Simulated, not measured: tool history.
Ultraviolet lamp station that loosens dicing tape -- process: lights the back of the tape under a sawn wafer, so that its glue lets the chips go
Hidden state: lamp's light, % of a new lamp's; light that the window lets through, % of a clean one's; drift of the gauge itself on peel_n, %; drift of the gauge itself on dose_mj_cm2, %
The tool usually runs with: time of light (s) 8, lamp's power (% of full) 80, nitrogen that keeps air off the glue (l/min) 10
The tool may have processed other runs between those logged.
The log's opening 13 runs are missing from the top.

| run | hour | time of light (s) | lamp's power (% of full) | nitrogen that keeps air off the glue (l/min) | hours of work of the lamp | hours of work since the window was cleaned | force that peels the tape off (N) | light that reached the tape (mJ/cm2) |
|---|---|---|---|---|---|---|---|---|
|  | 216.0 | window cleaned of glue's vapour |
| 14 | 218.8 | 11 | 80 | 10 | 361 | 2 | 0.258 | 658 |
| 15 | 238.9 | 11 | 80 | 10 | 372 | 12 | 0.247 | 658 |
| 16 | 260.9 | 11 | 80 | 10 | 384 | 24 | 0.260 | 652 |
| 17 | 286.1 | 8 | 80 | 10 | 397 | 38 | 0.389 | 474 |
| 18 | 305.2 | 8 | 80 | 10 | 408 | 48 | 0.382 | 472 |
| 19 | 323.9 | 8 | 80 | 10 | 418 | 59 | 0.385 | 474 |
| 20 | 337.3 | 8 | 80 | 10 | 425 | 66 | 0.375 | 476 |
| 21 | 356.8 | 8 | 80 | 10 | 436 | 76 | 0.381 | 478 |
| 22 | 371.7 | 8 | 80 | 10 | 444 | 84 | 0.393 | 474 |
| 23 | 389.6 | 8 | 80 | 10 | 453 | 94 | 0.377 | 480 |
| 24 | 412.6 | 8 | 80 | 10 | 466 | 107 | 0.402 | 471 |
| 25 | 426.5 | 6 | 73 | 7 | 473 | 114 | 1.033 | 324 |
| 26 | 438.3 | 6 | 73 | 7 | 480 | 121 | 1.017 | 323 |
| 27 | 451.4 | 5 | 76 | 4 | 487 | 128 | 1.947 | 281 |
| 28 | 466.2 | 8 | 71 | 5 | 495 | 136 | 0.828 | 417 |
| 29 | 488.3 | 8 | 88 | 5 | 507 | 148 | 0.551 | 518 |
| 30 | 504.6 | 8 | 77 | 11 | 516 | 157 | 0.377 | 457 |
| 31 | 526.0 | 10 | 64 | 6 | 527 | 168 | 0.550 | 472 |
| 32 | 543.6 | 7 | 80 | 5 | 537 | 178 | 0.871 | 410 |
| 33 | 556.7 | 7 | 80 | 5 | 544 | 185 | 0.857 | 418 |
| 34 | 581.6 | 6 | 84 | 5 | 558 | 198 | 1.033 | 370 |
| 35 | 593.6 | 6 | 84 | 5 | 564 | 205 | 1.061 | 374 |
| 36 | 616.5 | 8 | 68 | 13 | 577 | 217 | 0.421 | 401 |

Forecast run 37:
| 37 | 643.6 | 8 | 91 | 20 | 591 | 232 | ? | ? |

force that peels the tape off (N): 0.257
light that reached the tape (mJ/cm2): 544
Minus the tool's unlogged condition, the same run would have read force that peels the tape off (N) 0.257, light that reached the tape (mJ/cm2) 546.

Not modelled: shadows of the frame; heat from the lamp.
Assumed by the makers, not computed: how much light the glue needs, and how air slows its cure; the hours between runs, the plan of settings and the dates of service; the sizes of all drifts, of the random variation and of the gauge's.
